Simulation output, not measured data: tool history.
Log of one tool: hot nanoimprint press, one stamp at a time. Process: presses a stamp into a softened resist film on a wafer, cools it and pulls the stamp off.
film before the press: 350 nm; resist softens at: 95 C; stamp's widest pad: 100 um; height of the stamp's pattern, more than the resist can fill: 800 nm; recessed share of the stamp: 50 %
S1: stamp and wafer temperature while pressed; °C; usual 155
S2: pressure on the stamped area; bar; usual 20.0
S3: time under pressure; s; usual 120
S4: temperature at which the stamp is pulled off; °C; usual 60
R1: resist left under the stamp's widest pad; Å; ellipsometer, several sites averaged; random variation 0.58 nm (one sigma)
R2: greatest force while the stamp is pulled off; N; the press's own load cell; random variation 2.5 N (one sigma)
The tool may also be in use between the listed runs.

{"run": 1, "hour": 0.0, "S1": 155, "S2": 20.0, "S3": 120, "S4": 60, "R1": 2072, "R2": 171}
{"run": 2, "hour": 24.7, "S1": 155, "S2": 20.0, "S3": 89, "S4": 60, "R1": 2247, "R2": 173}
{"run": 3, "hour": 50.7, "S1": 155, "S2": 20.0, "S3": 89, "S4": 60, "R1": 2252, "R2": 176}
{"run": 4, "hour": 81.2, "S1": 155, "S2": 20.0, "S3": 120, "S4": 60, "R1": 2048, "R2": 178}
{"run": 5, "hour": 102.9, "S1": 155, "S2": 20.0, "S3": 120, "S4": 60, "R1": 2054, "R2": 184}
{"run": 6, "hour": 120.0, "S1": 155, "S2": 20.0, "S3": 120, "S4": 60, "R1": 2036, "R2": 184}
{"run": 7, "hour": 149.3, "S1": 155, "S2": 20.0, "S3": 120, "S4": 60, "R1": 2039, "R2": 195}
{"run": 8, "hour": 174.4, "S1": 155, "S2": 20.0, "S3": 120, "S4": 60, "R1": 2038, "R2": 199}
{"run": 9, "hour": 191.6, "S1": 155, "S2": 20.0, "S3": 120, "S4": 60, "R1": 2032, "R2": 204}
{"run": 10, "hour": 217.7, "S1": 155, "S2": 20.0, "S3": 91, "S4": 60, "R1": 2201, "R2": 207}
{"run": 11, "hour": 246.4, "S1": 160, "S2": 20.0, "S3": 120, "S4": 60, "R1": 1688, "R2": 211}
{"hour": 263.3, "done": "stamp cleaned and given a new release coat"}
{"run": 12, "hour": 281.0, "S1": 160, "S2": 20.0, "S3": 120, "S4": 60, "R1": 1694, "R2": 160}
{"run": 13, "hour": 304.0, "S1": 160, "S2": 20.0, "S3": 120, "S4": 60, "R1": 1680, "R2": 164}
{"run": 14, "hour": 328.5, "S1": 155, "S2": 27.2, "S3": 120, "S4": 60, "R1": 1766, "R2": 173}
{"run": 15, "hour": 357.4, "S1": 155, "S2": 27.2, "S3": 120, "S4": 60, "R1": 1784, "R2": 178}
{"run": 16, "hour": 384.7, "S1": 155, "S2": 13.8, "S3": 237, "S4": 45, "R1": 1872, "R2": 200}
{"run": 17, "hour": 407.0, "S1": 155, "S2": 24.2, "S3": 237, "S4": 61, "R1": 1445, "R2": 185}
{"hour": 426.2, "done": "plate thermocouple calibrated"}
{"run": 18, "hour": 431.6, "S1": 155, "S2": 20.0, "S3": 120, "S4": 68, "R1": 2118, "R2": 180}
{"run": 19, "hour": 450.9, "S1": 157, "S2": 12.4, "S3": 130, "S4": 50, "R1": 2288, "R2": 217}
{"run": 20, "hour": 465.2, "S1": 163, "S2": 12.4, "S3": 119, "S4": 50, "R1": 1933, "R2": 217}
{"run": 21, "hour": 489.8, "S1": 163, "S2": 12.4, "S3": 119, "S4": 50, "R1": 1946, "R2": 219}
{"run": 22, "hour": 511.2, "S1": 163, "S2": 12.4, "S3": 119, "S4": 47, "R1": 1937, "R2": 225}
{"run": 23, "hour": 538.2, "S1": 164, "S2": 20.0, "S3": 66, "S4": 60, "R1": 1875, "R2": 211}
{"run": 24, "hour": 559.3, "S1": 160, "S2": 12.3, "S3": 62, "S4": 46, "R1": 2542, "R2": 242}
{"hour": 569.7, "done": "stamp cleaned and given a new release coat"}
{"run": 25, "hour": 588.5, "S1": 148, "S2": 20.0, "S3": 177, "S4": 60, "R1": 2380, "R2": 169}
{"run": 26, "hour": 612.5, "S1": 158, "S2": 20.0, "S3": 177, "S4": 60, "R1": 1644, "R2": 175}
{"run": 27, "hour": 628.2, "S1": 155, "S2": 26.3, "S3": 120, "S4": 60, "R1": 1870, "R2": 171}
{"run": 28, "hour": 642.3, "S1": 151, "S2": 20.0, "S3": 204, "S4": 48, "R1": 2038, "R2": 196}
{"run": 29, "hour": 665.1, "S1": 162, "S2": 19.7, "S3": 66, "S4": 52, "R1": 1990, "R2": 189}
{"run": 30, "hour": 679.8, "S1": 148, "S2": 20.0, "S3": 61, "S4": 66, "R1": 2930, "R2": 171}

Forecast each of these 3 alternatives for the next run:
{"run": "A", "hour": 698.2, "S1": 148, "S2": 20.0, "S3": 61, "S4": 67, "R1": "?", "R2": "?"}
{"run": "B", "hour": 698.2, "S1": 151, "S2": 17.0, "S3": 120, "S4": 68, "R1": "?", "R2": "?"}
{"run": "C", "hour": 698.2, "S1": 161, "S2": 20.1, "S3": 120, "S4": 58, "R1": "?", "R2": "?"}

run=A R1=2932 R2=167
run=B R1=2490 R2=167
run=C R1=1673 R2=188
Without the tool's hidden state the same runs would have given:
run=A R1=2949 R2=148
run=B R1=2515 R2=148
run=C R1=1689 R2=168
